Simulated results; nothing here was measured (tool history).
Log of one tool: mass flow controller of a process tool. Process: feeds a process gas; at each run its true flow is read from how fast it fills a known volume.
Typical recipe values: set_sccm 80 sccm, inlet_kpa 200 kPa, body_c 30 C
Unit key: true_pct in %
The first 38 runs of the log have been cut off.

{"run": 39, "day": 577.083, "set_sccm": 129, "inlet_kpa": 219, "body_c": 25, "true_pct": 100.71}
{"run": 40, "day": 586.529, "set_sccm": 74, "inlet_kpa": 242, "body_c": 22, "true_pct": 100.36}
{"run": 41, "day": 601.112, "set_sccm": 80, "inlet_kpa": 166, "body_c": 38, "true_pct": 101.67}
{"run": 42, "day": 618.262, "set_sccm": 122, "inlet_kpa": 265, "body_c": 26, "true_pct": 101.35}
{"day": 623.921, "done": "controller exchanged for a calibrated one"}
{"run": 43, "day": 635.471, "set_sccm": 171, "inlet_kpa": 145, "body_c": 25, "true_pct": 99.54}
{"run": 44, "day": 644.921, "set_sccm": 171, "inlet_kpa": 145, "body_c": 25, "true_pct": 99.59}
{"run": 45, "day": 661.5, "set_sccm": 153, "inlet_kpa": 264, "body_c": 24, "true_pct": 100.22}
{"run": 46, "day": 674.871, "set_sccm": 96, "inlet_kpa": 196, "body_c": 24, "true_pct": 99.55}
{"run": 47, "day": 691.921, "set_sccm": 27, "inlet_kpa": 260, "body_c": 24, "true_pct": 98.88}
{"run": 48, "day": 710.321, "set_sccm": 27, "inlet_kpa": 260, "body_c": 24, "true_pct": 98.76}
{"run": 49, "day": 719.662, "set_sccm": 27, "inlet_kpa": 260, "body_c": 24, "true_pct": 98.65}

Consider 3 possible next runs. They are alternatives, not a sequence: every one starts from the tool as it was left by run 49. What does each give?
{"run": "A", "day": 738.196, "set_sccm": 80, "inlet_kpa": 173, "body_c": 30, "true_pct": "?"}
{"run": "B", "day": 738.196, "set_sccm": 49, "inlet_kpa": 213, "body_c": 30, "true_pct": "?"}
{"run": "C", "day": 738.196, "set_sccm": 154, "inlet_kpa": 200, "body_c": 30, "true_pct": "?"}

run=A true_pct=99.91
run=B true_pct=99.57
run=C true_pct=100.6
Stripped of hidden state, with their random variation kept, the same runs would have yielded:
run=A true_pct=99.95
run=B true_pct=100
run=C true_pct=100.34
